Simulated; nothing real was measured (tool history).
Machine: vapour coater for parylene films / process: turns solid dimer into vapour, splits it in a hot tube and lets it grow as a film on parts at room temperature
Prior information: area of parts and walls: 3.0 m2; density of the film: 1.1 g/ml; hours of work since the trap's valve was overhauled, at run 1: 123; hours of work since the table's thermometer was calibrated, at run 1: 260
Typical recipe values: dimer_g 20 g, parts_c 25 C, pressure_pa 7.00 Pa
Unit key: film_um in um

run	hour	dimer_g	parts_c	pressure_pa	hours of work since the trap's valve was overhauled	hours of work since the table's thermometer was calibrated	film_um
1	0.0	20	25	7.00	123	260	2.880
2	9.4	20	25	7.00	129	266	2.887
3	17.1	20	37	7.00	134	271	1.755
4	26.1	20	25	7.00	139	277	2.876
5	41.2	20	25	7.00	149	286	2.879
6	52.6	20	25	7.00	156	293	2.868
7	59.2	14	30	5.65	160	297	1.713
8	66.7	14	30	5.65	165	302	1.717
9	76.8	21	18	2.24	171	308	5.332
10	87.8	21	28	10.27	178	315	2.423
11	95.6	21	28	10.27	183	320	2.409

Run 12 has not been measured yet. What should we expect?
12	108.2	21	28	10.27	191	328	?

film_um: 2.415 um
With no hidden state in the tool, this same run would have given film_um 2.456 um.
